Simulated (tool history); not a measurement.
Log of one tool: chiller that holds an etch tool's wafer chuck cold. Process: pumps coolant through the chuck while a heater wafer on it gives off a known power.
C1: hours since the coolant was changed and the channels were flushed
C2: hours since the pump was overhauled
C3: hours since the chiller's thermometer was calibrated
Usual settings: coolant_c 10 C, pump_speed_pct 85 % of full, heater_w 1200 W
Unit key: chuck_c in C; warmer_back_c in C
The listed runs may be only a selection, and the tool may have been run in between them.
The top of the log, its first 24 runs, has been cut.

{"run": 25, "hour": 1581.9, "coolant_c": 6, "pump_speed_pct": 85, "heater_w": 1200, "C1": 695, "C2": 5142, "C3": 2004, "chuck_c": 18.1, "warmer_back_c": 4.97}
{"run": 26, "hour": 1671.2, "coolant_c": 0, "pump_speed_pct": 70, "heater_w": 1200, "C1": 784, "C2": 5231, "C3": 2093, "chuck_c": 13.9, "warmer_back_c": 6.08}
{"run": 27, "hour": 1746.3, "coolant_c": 19, "pump_speed_pct": 85, "heater_w": 1078, "C1": 859, "C2": 5306, "C3": 2168, "chuck_c": 29.7, "warmer_back_c": 4.49}
{"run": 28, "hour": 1823.4, "coolant_c": 11, "pump_speed_pct": 83, "heater_w": 1054, "C1": 936, "C2": 5383, "C3": 2245, "chuck_c": 22, "warmer_back_c": 4.49}
{"run": 29, "hour": 1872.5, "coolant_c": 17, "pump_speed_pct": 61, "heater_w": 893, "C1": 986, "C2": 5432, "C3": 2295, "chuck_c": 28.4, "warmer_back_c": 5.28}
{"run": 30, "hour": 1949.8, "coolant_c": 17, "pump_speed_pct": 61, "heater_w": 893, "C1": 1063, "C2": 5510, "C3": 2372, "chuck_c": 28.3, "warmer_back_c": 5.23}
{"run": 31, "hour": 2031.4, "coolant_c": 16, "pump_speed_pct": 85, "heater_w": 608, "C1": 1144, "C2": 5591, "C3": 2453, "chuck_c": 22, "warmer_back_c": 2.48}
{"run": 32, "hour": 2124.1, "coolant_c": 16, "pump_speed_pct": 85, "heater_w": 608, "C1": 1237, "C2": 5684, "C3": 2546, "chuck_c": 21.9, "warmer_back_c": 2.49}

Branching from run 32: 3 alternative next runs. What would each branch give?
{"run": "A", "hour": 2181.1, "coolant_c": 1, "pump_speed_pct": 89, "heater_w": 788, "C1": 1294, "C2": 5741, "C3": 2603, "chuck_c": "?", "warmer_back_c": "?"}
{"run": "B", "hour": 2181.1, "coolant_c": 3, "pump_speed_pct": 82, "heater_w": 1607, "C1": 1294, "C2": 5741, "C3": 2603, "chuck_c": "?", "warmer_back_c": "?"}
{"run": "C", "hour": 2181.1, "coolant_c": 19, "pump_speed_pct": 93, "heater_w": 1442, "C1": 1294, "C2": 5741, "C3": 2603, "chuck_c": "?", "warmer_back_c": "?"}

run=A chuck_c=8.5 warmer_back_c=3.11
run=B chuck_c=19.8 warmer_back_c=6.96
run=C chuck_c=32.8 warmer_back_c=5.44
Without the tool's unlogged condition, the same runs would have read:
run=A chuck_c=8.2 warmer_back_c=2.88
run=B chuck_c=18.8 warmer_back_c=6.45
run=C chuck_c=32 warmer_back_c=5.04

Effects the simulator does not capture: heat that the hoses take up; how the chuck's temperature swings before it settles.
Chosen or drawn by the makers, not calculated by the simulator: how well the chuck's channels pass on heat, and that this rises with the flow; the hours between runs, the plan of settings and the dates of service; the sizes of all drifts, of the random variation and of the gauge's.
